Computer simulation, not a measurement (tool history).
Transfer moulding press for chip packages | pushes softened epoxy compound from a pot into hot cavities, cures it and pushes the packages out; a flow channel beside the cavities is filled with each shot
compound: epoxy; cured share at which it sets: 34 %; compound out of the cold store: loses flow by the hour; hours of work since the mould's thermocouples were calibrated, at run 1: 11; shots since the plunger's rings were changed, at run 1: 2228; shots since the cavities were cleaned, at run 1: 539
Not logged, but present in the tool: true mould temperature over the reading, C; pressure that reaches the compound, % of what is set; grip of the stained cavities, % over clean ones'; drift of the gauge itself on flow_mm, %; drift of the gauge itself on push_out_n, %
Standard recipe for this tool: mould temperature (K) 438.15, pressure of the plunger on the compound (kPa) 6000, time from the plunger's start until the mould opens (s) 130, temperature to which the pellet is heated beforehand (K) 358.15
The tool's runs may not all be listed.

run	day	mould temperature (K)	pressure of the plunger on the compound (kPa)	time from the plunger's start until the mould opens (s)	temperature to which the pellet is heated beforehand (K)	hours of work since the mould's thermocouples were calibrated	shots since the plunger's rings were changed	shots since the cavities were cleaned	incoming compound's hours out of the cold store	length that the compound runs in the flow channel (mm)	greatest force on the pins that push the packages out (N)
1	0.000	438.15	6000	130	358.15	11	2228	539	27.9	874	225
2	0.488	438.15	6000	130	358.15	16	2299	610	21.4	887	248
3	0.942	438.15	6000	130	358.15	21	2366	677	24.3	880	249
4	1.312	438.15	6000	130	358.15	25	2420	731	25.9	872	248
5	1.646	438.15	6000	130	358.15	28	2469	780	40.9	834	240
6	2.075	438.15	6000	130	358.15	33	2532	843	22.7	876	249
7	2.483	438.15	6000	130	358.15	37	2592	903	21.7	876	257
8	3.104	438.15	6000	130	365.15	44	2683	994	22.5	867	266
9	3.629	438.15	6000	130	365.15	49	2760	1071	29.8	854	252
# day 3.833: cavities cleaned with cleaning compound and waxed
10	4.267	438.15	5800	130	358.15	55	2844	64	24.2	852	272
11	4.604	438.15	5800	130	358.15	59	2893	113	12.8	883	274
12	4.871	438.15	6000	130	364.15	62	2932	152	11.3	896	270
# day 5.046: plunger's sealing rings changed
13	5.288	438.15	6000	130	364.15	65	35	198	37.3	881	281
14	5.746	438.15	6000	130	364.15	70	102	265	30.2	900	272
15	6.154	431.15	6000	130	358.15	74	162	325	43.0	900	397
16	6.746	446.15	5260	130	358.15	81	249	412	19.0	828	250
17	7.171	438.15	6000	166	361.15	85	311	474	43.4	868	248
# day 7.554: cavities cleaned with cleaning compound and waxed, once more
18	7.733	438.15	6000	166	361.15	91	384	26	43.6	858	169
19	8.162	445.15	6070	122	360.15	95	447	89	39.3	845	187
20	8.583	437.15	5120	122	358.15	100	509	151	24.1	846	228
21	9.058	437.15	5120	122	358.15	105	579	221	47.5	795	229
22	9.338	440.15	4750	130	356.15	108	619	261	18.7	812	211
23	9.871	440.15	4750	130	356.15	113	698	340	11.4	820	214
24	10.446	440.15	4750	130	356.15	119	781	423	23.1	794	216
25	10.758	440.15	4750	130	356.15	123	828	470	47.4	747	224
26	11.067	439.15	6000	168	358.15	126	873	515	39.5	858	209
27	11.712	439.15	6000	168	358.15	133	967	609	11.3	919	224
28	12.088	441.15	6000	130	365.15	137	1022	664	16.9	898	232
29	12.588	441.15	7280	131	366.15	142	1095	737	15.6	988	232

Predict each of these 3 candidate next runs independently; none follows another, all start after run 29:
A	12.938	441.15	7280	143	368.15	146	1147	789	39.9	?	?
B	12.938	431.15	4580	130	365.15	146	1147	789	37.9	?	?
C	12.938	441.15	7280	131	361.15	146	1147	789	33.9	?	?

run	length that the compound runs in the flow channel (mm)	greatest force on the pins that push the packages out (N)
A	931	233
B	779	331
C	940	233
Without the tool's unlogged condition, the same runs would have read:
run	length that the compound runs in the flow channel (mm)	greatest force on the pins that push the packages out (N)
A	957	171
B	801	241
C	966	170
